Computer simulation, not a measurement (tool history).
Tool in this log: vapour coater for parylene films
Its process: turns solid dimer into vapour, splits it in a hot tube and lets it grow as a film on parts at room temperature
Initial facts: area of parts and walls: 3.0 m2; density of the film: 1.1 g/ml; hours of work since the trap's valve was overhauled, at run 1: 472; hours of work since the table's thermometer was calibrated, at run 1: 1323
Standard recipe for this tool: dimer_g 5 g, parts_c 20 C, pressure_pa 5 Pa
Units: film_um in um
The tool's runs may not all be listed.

| run | hour | dimer_g | parts_c | pressure_pa | hours of work since the trap's valve was overhauled | hours of work since the table's thermometer was calibrated | film_um |
|---|---|---|---|---|---|---|---|
| 1 | 0 | 5 | 20 | 5 | 472 | 1323 | 0.84 |
| 2 | 45.7 | 5 | 20 | 5 | 513 | 1364 | 0.82 |
| 3 | 69.3 | 5 | 20 | 5 | 534 | 1385 | 0.8 |
| 4 | 114.2 | 5 | 20 | 5 | 574 | 1426 | 0.81 |
|  | 142.9 | trap's valve overhauled |
| 5 | 162.3 | 5 | 20 | 5 | 17 | 1465 | 0.92 |
| 6 | 189.4 | 5 | 20 | 5 | 42 | 1490 | 0.92 |
| 7 | 237.5 | 5 | 20 | 5 | 85 | 1533 | 0.87 |
| 8 | 264.8 | 5 | 20 | 5 | 109 | 1557 | 0.85 |
| 9 | 321.1 | 3 | 20 | 5 | 160 | 1608 | 0.54 |
|  | 329.6 | table's thermometer calibrated |
| 10 | 359.5 | 5 | 20 | 2.2 | 193 | 27 | 0.96 |
| 11 | 396.2 | 5 | 20 | 5 | 226 | 60 | 0.88 |
| 12 | 421.2 | 5 | 20 | 5 | 249 | 82 | 0.85 |
| 13 | 458.1 | 5 | 20 | 5 | 282 | 115 | 0.84 |
| 14 | 493.8 | 5 | 20 | 5 | 314 | 147 | 0.85 |
| 15 | 539.5 | 8 | 20 | 5 | 355 | 188 | 1.37 |
| 16 | 590.6 | 8 | 20 | 5 | 401 | 234 | 1.32 |
| 17 | 634.4 | 8 | 20 | 5 | 440 | 273 | 1.32 |
| 18 | 663.6 | 8 | 20 | 5 | 466 | 300 | 1.31 |
| 19 | 690 | 8 | 20 | 6.11 | 490 | 323 | 1.26 |
| 20 | 719.4 | 8 | 20 | 6.11 | 516 | 350 | 1.23 |
| 21 | 745.7 | 5 | 20 | 5 | 540 | 373 | 0.76 |
| 22 | 775.3 | 5 | 20 | 5 | 566 | 400 | 0.84 |
|  | 815 | trap's valve overhauled |
| 23 | 833.8 | 5 | 28 | 5 | 17 | 449 | 0.73 |
| 24 | 869 | 8 | 16 | 3.05 | 48 | 480 | 1.77 |
| 25 | 895.7 | 8 | 20 | 9.31 | 72 | 504 | 1.31 |
| 26 | 926.2 | 8 | 20 | 9.31 | 100 | 532 | 1.3 |
| 27 | 966.9 | 8 | 20 | 9.31 | 136 | 568 | 1.31 |
| 28 | 993.8 | 5 | 18 | 2.12 | 160 | 592 | 1.04 |
| 29 | 1037.9 | 5 | 18 | 2.12 | 200 | 632 | 1.07 |
| 30 | 1061.4 | 5 | 13 | 8.12 | 221 | 653 | 1.02 |
| 31 | 1088.5 | 8 | 25 | 5.18 | 245 | 677 | 1.22 |
| 32 | 1144.6 | 5 | 20 | 5 | 296 | 728 | 0.87 |
| 33 | 1198.4 | 5 | 32 | 5 | 344 | 776 | 0.61 |
| 34 | 1222.6 | 8 | 32 | 3.07 | 366 | 797 | 1.09 |
| 35 | 1274 | 5 | 14 | 5.4 | 412 | 844 | 0.98 |
| 36 | 1321.3 | 5 | 17 | 5 | 454 | 886 | 0.86 |
| 37 | 1369.4 | 8 | 27 | 3.46 | 497 | 929 | 1.14 |
| 38 | 1394.2 | 3 | 14 | 3.02 | 519 | 951 | 0.61 |
| 39 | 1425.1 | 5 | 16 | 3.69 | 547 | 979 | 0.97 |
| 40 | 1458.1 | 5 | 23 | 3.69 | 577 | 1009 | 0.75 |
|  | 1483.9 | trap's valve overhauled |
| 41 | 1485.1 | 5 | 23 | 3.69 | 1 | 1029 | 0.87 |
| 42 | 1523.3 | 6 | 28 | 9.59 | 35 | 1064 | 0.81 |
| 43 | 1548.5 | 3 | 20 | 11.22 | 58 | 1086 | 0.46 |
| 44 | 1575.6 | 5 | 20 | 4.75 | 82 | 1111 | 0.91 |
| 45 | 1631.2 | 5 | 31 | 5.23 | 132 | 1160 | 0.66 |
| 46 | 1662.6 | 5 | 31 | 5 | 160 | 1189 | 0.67 |

Run by run, hidden condition taken away, random variation retained:
Hidden state at play: vapour lost through the trap's worn valve, %; true temperature of the parts over the reading, C; drift of the gauge itself on film_um, %.
| run | film_um |
|---|---|
| 1 | 0.96 |
| 2 | 0.94 |
| 3 | 0.93 |
| 4 | 0.95 |
| 5 | 0.96 |
| 6 | 0.95 |
| 7 | 0.91 |
| 8 | 0.91 |
| 9 | 0.58 |
| 10 | 1.02 |
| 11 | 0.94 |
| 12 | 0.92 |
| 13 | 0.92 |
| 14 | 0.93 |
| 15 | 1.51 |
| 16 | 1.48 |
| 17 | 1.49 |
| 18 | 1.49 |
| 19 | 1.44 |
| 20 | 1.43 |
| 21 | 0.89 |
| 22 | 0.97 |
| 23 | 0.75 |
| 24 | 1.82 |
| 25 | 1.36 |
| 26 | 1.35 |
| 27 | 1.37 |
| 28 | 1.1 |
| 29 | 1.14 |
| 30 | 1.09 |
| 31 | 1.31 |
| 32 | 0.95 |
| 33 | 0.68 |
| 34 | 1.21 |
| 35 | 1.1 |
| 36 | 0.99 |
| 37 | 1.31 |
| 38 | 0.71 |
| 39 | 1.13 |
| 40 | 0.89 |
| 41 | 0.88 |
| 42 | 0.83 |
| 43 | 0.48 |
| 44 | 0.95 |
| 45 | 0.7 |
| 46 | 0.71 |
